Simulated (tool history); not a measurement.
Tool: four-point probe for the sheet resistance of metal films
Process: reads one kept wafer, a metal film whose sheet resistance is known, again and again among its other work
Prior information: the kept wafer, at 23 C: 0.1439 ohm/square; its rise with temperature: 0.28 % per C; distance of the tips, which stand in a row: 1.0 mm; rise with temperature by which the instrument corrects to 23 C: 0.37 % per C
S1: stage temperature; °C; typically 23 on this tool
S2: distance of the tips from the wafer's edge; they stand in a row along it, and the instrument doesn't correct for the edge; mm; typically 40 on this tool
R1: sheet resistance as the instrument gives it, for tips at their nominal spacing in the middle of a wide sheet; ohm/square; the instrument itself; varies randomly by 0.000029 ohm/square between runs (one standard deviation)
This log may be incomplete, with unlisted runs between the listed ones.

run,hour,S1,S2,R1
1,0,23,40,0.142726
2,40.8,23,44,0.142721
3,91.4,23,44,0.142719
4,143.3,23,40,0.142718
5,184.9,32,40,0.141567
6,252.9,32,40,0.141558
7,332.8,32,40,0.141517
8,388.6,32,40,0.141517
9,427.6,32,40,0.141551
10,465,32,40,0.141495
11,521.1,32,40,0.141518
12,563.5,23,40,0.142619
13,604.5,23,40,0.14259
14,690.4,23,40,0.142584
15,736.3,23,40,0.142622
16,779,23,40,0.142614
17,834,23,40,0.142584
18,906.6,25,40,0.142299
19,971.1,25,40,0.142262
20,1024.5,23,40,0.1425
21,1078,23,40,0.142544
22,1115.2,23,40,0.142469
23,1191.1,20,12,0.143362
24,1235.3,19,13,0.143391
25,1298.7,19,13,0.143403
26,1336.5,19,61,0.142953
27,1425.2,19,61,0.142941
28,1482,21,40,0.142705
29,1526.7,21,40,0.142728
30,1615,28,9,0.145323
31,1655.1,24,11,0.145497
32,1737.8,24,4,0.149574
33,1785.7,24,4,0.149605
34,1865.4,24,4,0.149543
35,1933.1,23,5,0.148012
36,1988,19,6,0.147591
37,2071.4,19,6,0.147693
38,2121.7,19,6,0.147669
39,2167.9,21,47,0.145295
40,2222.4,21,47,0.145243
41,2264.5,32,4,0.148444
42,2336.3,32,4,0.148504
43,2413.7,19,21,0.145689

Missing from the log above: 3 entries noted between runs. For each, name the pair of listed runs it sits between and say how the tool's hidden condition differs from the listed run just before to the listed run just after:
From run 29 to run 30: new probe head fitted (hour 1606.7)
  inner tips' distance over the nominal, %: -0.952 -> 0.755; tips' flats over new ones', %: 92 -> 0
  measured less the result without the state, R1: -0.001524 -> +0.001136 ohm/square
From run 30 to run 31: stage's thermometer calibrated (hour 1620.2)
  inner tips' distance over the nominal, %: 0.755 -> 0.75; tips' flats over new ones', %: 0 -> 1; wafer's true temperature over the reading, C: -0.1 -> -0.14
  measured less the result without the state, R1: +0.001136 -> +0.001118 ohm/square
From run 36 to run 37: stage's thermometer calibrated, once more (hour 1999.8)
  inner tips' distance over the nominal, %: 0.712 -> 0.702; tips' flats over new ones', %: 7 -> 9; wafer's true temperature over the reading, C: -0.16 -> 0.04
  measured less the result without the state, R1: +0.00106 -> +0.001127 ohm/square

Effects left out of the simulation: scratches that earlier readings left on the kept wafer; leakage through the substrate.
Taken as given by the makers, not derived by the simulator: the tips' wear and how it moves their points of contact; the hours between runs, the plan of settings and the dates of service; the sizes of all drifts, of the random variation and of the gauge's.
